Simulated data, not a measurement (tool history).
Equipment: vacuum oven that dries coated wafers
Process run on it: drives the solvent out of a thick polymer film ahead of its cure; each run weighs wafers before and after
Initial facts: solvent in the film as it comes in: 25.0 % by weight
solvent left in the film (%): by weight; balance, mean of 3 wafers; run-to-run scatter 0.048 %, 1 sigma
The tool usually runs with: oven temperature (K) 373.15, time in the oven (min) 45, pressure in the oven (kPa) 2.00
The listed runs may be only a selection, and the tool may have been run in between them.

run     day  oven temperature (K)  time in the oven (min)  pressure in the oven (kPa)  solvent left in the film (%)
  1   0.000                373.15                      45                        2.00                          3.61
  2   2.046                373.15                      45                        2.00                          3.59
  3   3.650                373.15                      45                        2.00                          3.71
  4   4.892                373.15                      45                        2.00                          3.58
  5   7.258                373.15                      45                        2.00                          3.60
  6   9.579                373.15                      45                        7.10                          5.26
  7  12.112                373.15                      45                        7.10                          5.41
  8  13.717                373.15                      45                        7.10                          5.35
  9  15.742                373.15                      69                        2.00                          1.74
 10  17.083                373.15                      69                        2.00                          1.77
 11  19.721                373.15                      69                        2.00                          1.74
 12  22.179                373.15                      45                        2.00                          3.57
 13  23.625                373.15                      45                        7.21                          5.45
 14  25.150                373.15                      45                        7.21                          5.32
 15  27.154                373.15                      45                        2.00                          3.67
 16  28.650                363.15                      45                        2.00                          6.20
 17  31.054                363.15                      45                        2.00                          6.33
 18  33.054                363.15                      45                        2.00                          6.28
 19  34.254                380.15                      80                        1.25                          0.66
 20  36.879                382.15                      24                        3.60                          5.77
 21  39.338                382.15                      24                        3.60                          5.84
 22  41.571                365.15                      37                        1.98                          7.00
 23  43.033                360.15                      28                        2.00                         10.53
 24  44.175                366.15                      23                        2.00                         10.10
 25  46.350                373.15                      43                        2.14                          4.01
 26  48.971                373.15                      73                        2.00                          1.61
 27  51.108                371.15                      27                        2.00                          7.54
 28  53.054                371.15                      27                        2.00                          7.52
 29  54.704                373.15                      26                        2.00                          7.16
 30  56.767                373.15                      26                        2.00                          7.14
 31  58.458                373.15                      45                        2.43                          3.76
 32  59.808                373.15                      57                        2.00                          2.44
 33  61.221                373.15                      24                        2.00                          7.75
 34  63.546                376.15                      24                        2.00                          6.98
 35  64.675                370.15                      30                        6.20                          8.45

Put back what was entered between runs (1 entry, withheld): which listed runs does each sit between, and how does the hidden state differ from the listed run before to the listed run after?
Between runs 6 and 7: oven's thermocouples calibrated (day 10.529)
  true wafer temperature over the reading, C: 0.1 -> 0.02

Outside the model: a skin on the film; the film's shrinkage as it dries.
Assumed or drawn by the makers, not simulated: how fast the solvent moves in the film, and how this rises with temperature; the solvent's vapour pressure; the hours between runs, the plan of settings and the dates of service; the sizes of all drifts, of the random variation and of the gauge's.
